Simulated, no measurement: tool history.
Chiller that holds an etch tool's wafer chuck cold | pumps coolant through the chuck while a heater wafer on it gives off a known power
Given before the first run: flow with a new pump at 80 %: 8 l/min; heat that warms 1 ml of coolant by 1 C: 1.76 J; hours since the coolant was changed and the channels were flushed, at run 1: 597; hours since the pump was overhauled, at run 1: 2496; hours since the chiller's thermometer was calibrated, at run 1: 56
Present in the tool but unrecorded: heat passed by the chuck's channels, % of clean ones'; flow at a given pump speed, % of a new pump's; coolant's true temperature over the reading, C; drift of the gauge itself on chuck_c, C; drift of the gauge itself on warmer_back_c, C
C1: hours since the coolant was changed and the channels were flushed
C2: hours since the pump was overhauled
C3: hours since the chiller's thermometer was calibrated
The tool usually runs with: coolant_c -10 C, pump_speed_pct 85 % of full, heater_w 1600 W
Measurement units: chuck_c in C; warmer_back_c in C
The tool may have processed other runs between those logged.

run 1 hour=0.0 | coolant_c=-10 pump_speed_pct=85 heater_w=1600 | C1=597 C2=2496 C3=56 | chuck_c=2.7 warmer_back_c=6.83
run 2 hour=29.6 | coolant_c=-10 pump_speed_pct=85 heater_w=1600 | C1=627 C2=2526 C3=85 | chuck_c=2.9 warmer_back_c=6.89
run 3 hour=64.7 | coolant_c=-10 pump_speed_pct=85 heater_w=1600 | C1=662 C2=2561 C3=120 | chuck_c=2.9 warmer_back_c=6.88
run 4 hour=103.0 | coolant_c=-10 pump_speed_pct=85 heater_w=1600 | C1=700 C2=2599 C3=159 | chuck_c=2.8 warmer_back_c=6.93
run 5 hour=159.4 | coolant_c=-10 pump_speed_pct=85 heater_w=1600 | C1=757 C2=2655 C3=215 | chuck_c=3.2 warmer_back_c=6.86
run 6 hour=196.4 | coolant_c=-10 pump_speed_pct=85 heater_w=1600 | C1=794 C2=2692 C3=252 | chuck_c=3.0 warmer_back_c=6.94
run 7 hour=253.5 | coolant_c=-10 pump_speed_pct=85 heater_w=1600 | C1=851 C2=2750 C3=309 | chuck_c=2.9 warmer_back_c=6.87
run 8 hour=304.6 | coolant_c=-20 pump_speed_pct=63 heater_w=1607 | C1=902 C2=2801 C3=360 | chuck_c=-3.0 warmer_back_c=9.42
run 9 hour=362.8 | coolant_c=-20 pump_speed_pct=63 heater_w=1607 | C1=960 C2=2859 C3=418 | chuck_c=-2.9 warmer_back_c=9.36
run 10 hour=420.0 | coolant_c=-7 pump_speed_pct=65 heater_w=977 | C1=1017 C2=2916 C3=476 | chuck_c=3.3 warmer_back_c=5.59
run 11 hour=452.6 | coolant_c=-7 pump_speed_pct=65 heater_w=977 | C1=1050 C2=2949 C3=508 | chuck_c=3.1 warmer_back_c=5.55

Branching from run 11: 4 alternative next runs. What would each branch give?
run A hour=519.0 | coolant_c=-10 pump_speed_pct=85 heater_w=1213 | C1=1116 C2=3015 C3=575 | chuck_c=? warmer_back_c=?
run B hour=519.0 | coolant_c=-5 pump_speed_pct=85 heater_w=1128 | C1=1116 C2=3015 C3=575 | chuck_c=? warmer_back_c=?
run C hour=519.0 | coolant_c=-11 pump_speed_pct=67 heater_w=1418 | C1=1116 C2=3015 C3=575 | chuck_c=? warmer_back_c=?
run D hour=519.0 | coolant_c=-2 pump_speed_pct=86 heater_w=977 | C1=1116 C2=3015 C3=575 | chuck_c=? warmer_back_c=?

run=A chuck_c=-0.2 warmer_back_c=5.35
run=B chuck_c=4.1 warmer_back_c=4.92
run=C chuck_c=3.3 warmer_back_c=7.81
run=D chuck_c=5.8 warmer_back_c=4.15
With no hidden state in the tool, these same runs would have given:
run=A chuck_c=-1.0 warmer_back_c=4.93
run=B chuck_c=3.3 warmer_back_c=4.53
run=C chuck_c=2.0 warmer_back_c=7.19
run=D chuck_c=5.1 warmer_back_c=3.81
